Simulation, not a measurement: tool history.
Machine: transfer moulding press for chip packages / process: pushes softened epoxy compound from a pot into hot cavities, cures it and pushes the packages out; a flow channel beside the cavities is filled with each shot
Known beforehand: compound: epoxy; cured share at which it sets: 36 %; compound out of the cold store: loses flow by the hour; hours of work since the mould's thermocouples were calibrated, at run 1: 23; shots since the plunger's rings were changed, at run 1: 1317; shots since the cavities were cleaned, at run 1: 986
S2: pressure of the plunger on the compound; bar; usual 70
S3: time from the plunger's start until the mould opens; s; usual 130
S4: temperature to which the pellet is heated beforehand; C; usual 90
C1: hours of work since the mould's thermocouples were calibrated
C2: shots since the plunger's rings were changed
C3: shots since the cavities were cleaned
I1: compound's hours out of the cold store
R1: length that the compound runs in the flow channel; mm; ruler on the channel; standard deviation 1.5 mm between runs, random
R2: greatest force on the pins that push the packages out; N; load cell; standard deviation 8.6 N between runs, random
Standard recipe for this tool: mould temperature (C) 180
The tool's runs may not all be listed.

Run 1, hour 0: usual settings; C1 23; C2 1317; C3 986; I1 21. Result: R1 684 mm, R2 563 N.
Run 2, hour 11.7: usual settings but mould temperature (C) 181; C1 28; C2 1387; C3 1056; I1 45.5. Result: R1 610 mm, R2 529 N.
At hour 17.9: cavities cleaned with cleaning compound and waxed.
Run 3, hour 24.8: usual settings but mould temperature (C) 181; C1 33; C2 1456; C3 41; I1 24.1. Result: R1 670 mm, R2 388 N.
Run 4, hour 41.9: usual settings but mould temperature (C) 181; C1 41; C2 1558; C3 143; I1 46.8. Result: R1 607 mm, R2 412 N.
Run 5, hour 54.4: usual settings but mould temperature (C) 181; C1 46; C2 1632; C3 217; I1 11.3. Result: R1 709 mm, R2 435 N.
Run 6, hour 66.4: usual settings but S2 76.9 bar; C1 51; C2 1704; C3 289; I1 27. Result: R1 695 mm, R2 462 N.
Run 7, hour 78.7: usual settings but S4 92 C; C1 57; C2 1777; C3 362; I1 47.2. Result: R1 602 mm, R2 437 N.
Run 8, hour 93.3: usual settings; C1 63; C2 1864; C3 449; I1 24.8. Result: R1 667 mm, R2 473 N.
Run 9, hour 111.5: usual settings; C1 71; C2 1973; C3 558; I1 45.8. Result: R1 608 mm, R2 501 N.
Run 10, hour 128.9: usual settings; C1 78; C2 2076; C3 661; I1 10.1. Result: R1 712 mm, R2 523 N.
Run 11, hour 149.5: usual settings; C1 87; C2 2199; C3 784; I1 23. Result: R1 669 mm, R2 523 N.
Run 12, hour 166.2: usual settings but S3 124 s; C1 94; C2 2299; C3 884; I1 18.5. Result: R1 685 mm, R2 572 N.
Run 13, hour 186.1: usual settings but S3 124 s; C1 103; C2 2417; C3 1002; I1 28.2. Result: R1 653 mm, R2 579 N.
At hour 201.7: cavities cleaned with cleaning compound and waxed.
Run 14, hour 207.3: usual settings but S3 124 s; C1 112; C2 2534; C3 33; I1 28.8. Result: R1 653 mm, R2 403 N.
Run 15, hour 224.3: usual settings but S4 91 C; C1 119; C2 2636; C3 135; I1 19.9. Result: R1 680 mm, R2 412 N.
At hour 234.5: plunger's sealing rings changed.
Run 16, hour 240.4: usual settings but mould temperature (C) 174, S2 56.6 bar, S3 156 s, S4 84 C; C1 125; C2 35; C3 216; I1 40.4. Result: R1 575 mm, R2 428 N.
Run 17, hour 250.6: usual settings but mould temperature (C) 174, S2 56.6 bar, S3 156 s, S4 84 C; C1 129; C2 96; C3 277; I1 31.7. Result: R1 597 mm, R2 455 N.
Run 18, hour 271.1: usual settings but S3 131 s, S4 85 C; C1 138; C2 218; C3 399; I1 46. Result: R1 612 mm, R2 478 N.
Run 19, hour 289.7: usual settings but mould temperature (C) 186, S3 122 s; C1 146; C2 329; C3 510; I1 9.6. Result: R1 715 mm, R2 479 N.
Run 20, hour 302.9: usual settings but S2 61.7 bar, S4 87 C; C1 152; C2 408; C3 589; I1 40.9. Result: R1 589 mm, R2 493 N.
Run 21, hour 315.4: usual settings but mould temperature (C) 183, S2 72.6 bar, S3 137 s, S4 87 C; C1 157; C2 482; C3 663; I1 13.6. Result: R1 717 mm, R2 458 N.
Run 22, hour 324.1: usual settings but S2 60.2 bar; C1 161; C2 534; C3 715; I1 20.2. Result: R1 636 mm, R2 515 N.
Run 23, hour 344.7: usual settings but S2 62 bar, S3 119 s, S4 82 C; C1 170; C2 656; C3 837; I1 45. Result: R1 578 mm, R2 567 N.
Run 24, hour 365.4: usual settings but S2 62 bar, S3 119 s, S4 82 C; C1 179; C2 780; C3 961; I1 37.4. Result: R1 598 mm, R2 604 N.
Run 25, hour 377.7: usual settings but S2 62 bar, S3 119 s, S4 82 C; C1 184; C2 854; C3 1035; I1 34. Result: R1 609 mm, R2 597 N.
At hour 388.1: cavities cleaned with cleaning compound and waxed.
Run 26, hour 396.5: usual settings but mould temperature (C) 177, S3 162 s; C1 192; C2 956; C3 50; I1 23.9. Result: R1 678 mm, R2 390 N.
Run 27, hour 414.3: usual settings but mould temperature (C) 177, S3 162 s, S4 84 C; C1 199; C2 1063; C3 157; I1 15.7. Result: R1 704 mm, R2 391 N.
Run 28, hour 426.2: usual settings but mould temperature (C) 178, S2 85.2 bar, S3 120 s, S4 100 C; C1 204; C2 1134; C3 228; I1 8.2. Result: R1 799 mm, R2 535 N.
Run 29, hour 446.8: usual settings but mould temperature (C) 174, S2 61.9 bar, S3 167 s, S4 85 C; C1 213; C2 1256; C3 350; I1 13.2. Result: R1 673 mm, R2 462 N.

The logged runs with the hidden state left out (each run's random variation unchanged):
Hidden state present: true mould temperature over the reading, C; pressure that reaches the compound, % of what is set; grip of the stained cavities, % over clean ones'; drift of the gauge itself on flow_mm, %; drift of the gauge itself on push_out_n, %.
run   R1   R2
  1  692  389
  2  617  361
  3  679  367
  4  616  366
  5  720  371
  6  706  382
  7  612  351
  8  678  368
  9  619  376
 10  726  385
 11  683  374
 12  700  401
 13  668  400
 14  669  397
 15  697  379
 16  577  376
 17  599  388
 18  615  385
 19  719  371
 20  593  374
 21  722  338
 22  641  379
 23  583  407
 24  604  426
 25  616  415
 26  686  365
 27  714  343
 28  810  467
 29  682  375
